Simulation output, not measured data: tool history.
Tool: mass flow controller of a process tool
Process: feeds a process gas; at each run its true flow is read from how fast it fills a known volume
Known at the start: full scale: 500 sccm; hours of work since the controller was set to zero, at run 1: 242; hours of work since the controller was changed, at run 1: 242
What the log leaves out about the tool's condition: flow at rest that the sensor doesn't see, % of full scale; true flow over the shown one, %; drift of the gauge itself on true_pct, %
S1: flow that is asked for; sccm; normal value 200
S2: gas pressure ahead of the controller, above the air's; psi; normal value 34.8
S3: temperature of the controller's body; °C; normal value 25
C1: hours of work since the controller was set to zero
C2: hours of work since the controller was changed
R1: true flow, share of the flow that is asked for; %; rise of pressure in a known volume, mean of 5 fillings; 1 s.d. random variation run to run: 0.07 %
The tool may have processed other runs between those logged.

run 1 day=0 | S1=200 S2=34.8 S3=25 | C1=242 C2=242 | R1=98.19
run 2 day=1.992 | S1=80 S2=34.8 S3=25 | C1=262 C2=262 | R1=97.51
run 3 day=5.738 | S1=80 S2=34.8 S3=25 | C1=300 C2=300 | R1=97.47
run 4 day=7.962 | S1=80 S2=34.8 S3=25 | C1=322 C2=322 | R1=97.38
run 5 day=10.675 | S1=80 S2=34.8 S3=25 | C1=350 C2=350 | R1=97.46
run 6 day=14.992 | S1=200 S2=34.8 S3=28 | C1=393 C2=393 | R1=97.79
run 7 day=19.188 | S1=200 S2=34.8 S3=28 | C1=435 C2=435 | R1=97.8
run 8 day=23.475 | S1=200 S2=34.8 S3=28 | C1=479 C2=479 | R1=97.74
run 9 day=26.904 | S1=200 S2=34.8 S3=25 | C1=513 C2=513 | R1=98.15
run 10 day=29.467 | S1=200 S2=34.8 S3=25 | C1=539 C2=539 | R1=98.14
run 11 day=31.696 | S1=286 S2=34.8 S3=25 | C1=562 C2=562 | R1=98.67
run 12 day=36.033 | S1=200 S2=34.8 S3=25 | C1=605 C2=605 | R1=98.05
run 13 day=39.304 | S1=200 S2=39.5 S3=25 | C1=638 C2=638 | R1=98.13
run 14 day=43.7 | S1=200 S2=34.8 S3=25 | C1=683 C2=683 | R1=98.12
run 15 day=48.012 | S1=200 S2=34.8 S3=25 | C1=726 C2=726 | R1=98.04
run 16 day=52.521 | S1=200 S2=34.8 S3=25 | C1=772 C2=772 | R1=98.04
run 17 day=54.508 | S1=200 S2=24.5 S3=25 | C1=792 C2=792 | R1=97.6
run 18 day=58.45 | S1=200 S2=24.5 S3=25 | C1=831 C2=831 | R1=97.76
run 19 day=61.446 | S1=200 S2=34.8 S3=25 | C1=862 C2=862 | R1=98.08
run 20 day=64.342 | S1=200 S2=34.8 S3=25 | C1=891 C2=891 | R1=98
run 21 day=67.904 | S1=200 S2=34.8 S3=25 | C1=927 C2=927 | R1=98.14
run 22 day=70.346 | S1=200 S2=30.7 S3=27 | C1=951 C2=951 | R1=97.7
run 23 day=72.408 | S1=200 S2=30.7 S3=27 | C1=972 C2=972 | R1=97.57
run 24 day=75.867 | S1=200 S2=30.7 S3=27 | C1=1007 C2=1007 | R1=97.7
run 25 day=78.95 | S1=200 S2=29.3 S3=25 | C1=1038 C2=1038 | R1=97.79
run 26 day=81.15 | S1=200 S2=29.3 S3=25 | C1=1060 C2=1060 | R1=97.77
run 27 day=84.704 | S1=200 S2=29.3 S3=25 | C1=1096 C2=1096 | R1=97.79
-- day=85.004 controller's zero set anew
run 28 day=89 | S1=209 S2=28.3 S3=35 | C1=40 C2=1139 | R1=96.87
run 29 day=91.838 | S1=209 S2=28.3 S3=35 | C1=69 C2=1168 | R1=96.87
run 30 day=96.233 | S1=281 S2=33.4 S3=31 | C1=113 C2=1212 | R1=97.86
run 31 day=99.662 | S1=69 S2=24.9 S3=31 | C1=148 C2=1247 | R1=97.15
run 32 day=102.504 | S1=69 S2=24.9 S3=31 | C1=176 C2=1275 | R1=97.11
-- day=102.746 controller's zero set anew, once more
run 33 day=106.362 | S1=69 S2=24.9 S3=31 | C1=36 C2=1314 | R1=96.49
run 34 day=109.4 | S1=429 S2=38 S3=24 | C1=67 C2=1345 | R1=99.44
run 35 day=113.267 | S1=429 S2=38 S3=24 | C1=106 C2=1384 | R1=99.31
run 36 day=116.471 | S1=429 S2=38 S3=24 | C1=138 C2=1416 | R1=99.22
run 37 day=120.738 | S1=363 S2=20.6 S3=22 | C1=181 C2=1459 | R1=98.85

Run 38 comes next. What will it give?
run 38 day=125.446 | S1=78 S2=30 S3=22 | C1=229 C2=1507 | R1=?

{"run 38": {"R1": 97.58}}
With the hidden condition absent and the run-to-run variation left alone, this run would have shown R1 97.56 %.

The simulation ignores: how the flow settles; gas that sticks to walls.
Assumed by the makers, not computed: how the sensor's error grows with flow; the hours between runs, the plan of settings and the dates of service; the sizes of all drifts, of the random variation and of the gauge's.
